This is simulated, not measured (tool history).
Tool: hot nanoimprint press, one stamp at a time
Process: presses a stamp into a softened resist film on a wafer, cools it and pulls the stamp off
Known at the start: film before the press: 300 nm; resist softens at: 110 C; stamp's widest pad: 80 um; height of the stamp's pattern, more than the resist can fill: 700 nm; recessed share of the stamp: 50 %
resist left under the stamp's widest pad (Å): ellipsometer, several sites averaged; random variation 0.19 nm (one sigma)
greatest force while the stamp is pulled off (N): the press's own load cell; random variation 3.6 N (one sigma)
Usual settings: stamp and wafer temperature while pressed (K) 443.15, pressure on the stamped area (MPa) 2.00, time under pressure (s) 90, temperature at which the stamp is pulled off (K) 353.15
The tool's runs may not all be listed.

run,hour,stamp and wafer temperature while pressed (K),pressure on the stamped area (MPa),time under pressure (s),temperature at which the stamp is pulled off (K),resist left under the stamp's widest pad (Å),greatest force while the stamp is pulled off (N)
1,0.0,443.15,2.00,90,353.15,1173,170
2,7.4,443.15,2.00,90,353.15,1173,179
3,16.6,443.15,2.00,90,353.15,1171,178
4,22.2,443.15,2.00,90,353.15,1173,181
5,31.2,443.15,2.00,90,353.15,1174,177
6,39.2,443.15,2.00,90,353.15,1178,177
# hour 52.5: stamp cleaned and given a new release coat
7,53.3,443.15,2.00,148,353.15,978,170
8,59.5,438.15,1.41,148,353.15,1405,177
9,67.7,437.15,3.08,49,360.15,1420,147
10,79.7,450.15,2.58,82,352.15,844,175
11,89.4,440.15,2.00,90,353.15,1302,173

Forecast each of these 5 alternatives for the next run:
A,98.0,440.15,2.00,90,343.15,?,?
B,98.0,451.15,2.00,93,353.15,?,?
C,98.0,452.15,2.00,70,355.15,?,?
D,98.0,440.15,2.54,131,345.15,?,?
E,98.0,443.15,1.32,97,353.15,?,?

run,resist left under the stamp's widest pad (Å),greatest force while the stamp is pulled off (N)
A,1298,222
B,898,175
C,973,169
D,996,211
E,1423,174
Without the tool's hidden state the same runs would have given:
run,resist left under the stamp's widest pad (Å),greatest force while the stamp is pulled off (N)
A,1295,222
B,896,174
C,971,169
D,993,210
E,1420,173
